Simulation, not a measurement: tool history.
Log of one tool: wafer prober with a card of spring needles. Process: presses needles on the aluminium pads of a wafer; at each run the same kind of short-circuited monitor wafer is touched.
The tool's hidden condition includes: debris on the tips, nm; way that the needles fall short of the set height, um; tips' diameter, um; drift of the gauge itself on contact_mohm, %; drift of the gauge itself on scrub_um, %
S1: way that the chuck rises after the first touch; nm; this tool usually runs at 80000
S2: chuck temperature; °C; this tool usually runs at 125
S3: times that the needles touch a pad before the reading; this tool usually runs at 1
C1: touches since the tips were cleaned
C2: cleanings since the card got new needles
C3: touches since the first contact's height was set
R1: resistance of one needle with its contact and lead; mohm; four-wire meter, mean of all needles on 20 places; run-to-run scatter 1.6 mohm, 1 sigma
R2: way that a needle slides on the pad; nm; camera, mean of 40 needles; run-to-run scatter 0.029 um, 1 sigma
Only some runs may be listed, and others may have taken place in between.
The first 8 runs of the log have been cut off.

| run | hour | S1 | S2 | S3 | C1 | C2 | C3 | R1 | R2 |
|---|---|---|---|---|---|---|---|---|---|
|  | 71.7 | tips cleaned on abrasive film |
|  | 78.8 | tips cleaned on abrasive film |
| 9 | 83 | 80000 | 48 | 1 | 2274 | 16 | 69862 | 138 | 10000 |
|  | 87 | tips cleaned on abrasive film |
|  | 94 | tips cleaned on abrasive film |
| 10 | 99.1 | 80000 | 48 | 1 | 2786 | 18 | 78537 | 138 | 10020 |
|  | 101.4 | tips cleaned on abrasive film |
|  | 108.7 | tips cleaned on abrasive film |
| 11 | 110.5 | 80000 | 48 | 1 | 953 | 20 | 84598 | 138 | 10000 |
|  | 115.9 | tips cleaned on abrasive film |
| 12 | 119.5 | 80000 | 125 | 2 | 1986 | 21 | 89483 | 149 | 10010 |
|  | 123.5 | tips cleaned on abrasive film |
| 13 | 129 | 80000 | 125 | 2 | 2984 | 22 | 94547 | 149 | 10030 |
|  | 131.2 | tips cleaned on abrasive film |
|  | 138.2 | tips cleaned on abrasive film |
| 14 | 141.3 | 80000 | 125 | 2 | 1643 | 24 | 101123 | 152 | 10030 |
|  | 146.2 | tips cleaned on abrasive film |
|  | 153.4 | tips cleaned on abrasive film |
| 15 | 155.4 | 80000 | 125 | 2 | 1064 | 26 | 108703 | 150 | 10040 |
|  | 160.8 | tips cleaned on abrasive film |
| 16 | 164.5 | 80000 | 125 | 2 | 2017 | 27 | 113610 | 147 | 10020 |
|  | 168.2 | tips cleaned on abrasive film |
| 17 | 174.9 | 80000 | 125 | 2 | 3658 | 28 | 119218 | 151 | 10010 |
|  | 175.8 | tips cleaned on abrasive film |
|  | 183.3 | tips cleaned on abrasive film |
| 18 | 189.7 | 80000 | 125 | 2 | 3488 | 30 | 127128 | 150 | 10050 |
|  | 191.3 | tips cleaned on abrasive film |
|  | 198.7 | tips cleaned on abrasive film |
| 19 | 199.8 | 80000 | 125 | 2 | 612 | 32 | 132536 | 149 | 10010 |
|  | 205.8 | tips cleaned on abrasive film |
| 20 | 206.7 | 76000 | 70 | 1 | 488 | 33 | 136233 | 142 | 9570 |
|  | 213.3 | tips cleaned on abrasive film |
| 21 | 216.8 | 60000 | 115 | 1 | 1876 | 34 | 141661 | 152 | 7500 |
|  | 220.9 | tips cleaned on abrasive film |
|  | 228 | tips cleaned on abrasive film |
| 22 | 233 | 80000 | 31 | 2 | 2707 | 36 | 150344 | 135 | 10060 |
|  | 235.2 | tips cleaned on abrasive film |
|  | 242.2 | tips cleaned on abrasive film |
| 23 | 246 | 78000 | 30 | 2 | 2043 | 38 | 157304 | 138 | 9820 |
|  | 249.9 | tips cleaned on abrasive film |
| 24 | 255.9 | 78000 | 30 | 2 | 3259 | 39 | 162652 | 136 | 9760 |

Run 25 has not been measured yet. What should we expect?
|  | 258 | tips cleaned on abrasive film |
| 25 | 262.7 | 78000 | 30 | 1 | 2543 | 40 | 166306 | ? | ? |

R1: 133 mohm
R2: 9810 nm
Without the tool's hidden state the same run would have given R1 133 mohm, R2 9710 nm.

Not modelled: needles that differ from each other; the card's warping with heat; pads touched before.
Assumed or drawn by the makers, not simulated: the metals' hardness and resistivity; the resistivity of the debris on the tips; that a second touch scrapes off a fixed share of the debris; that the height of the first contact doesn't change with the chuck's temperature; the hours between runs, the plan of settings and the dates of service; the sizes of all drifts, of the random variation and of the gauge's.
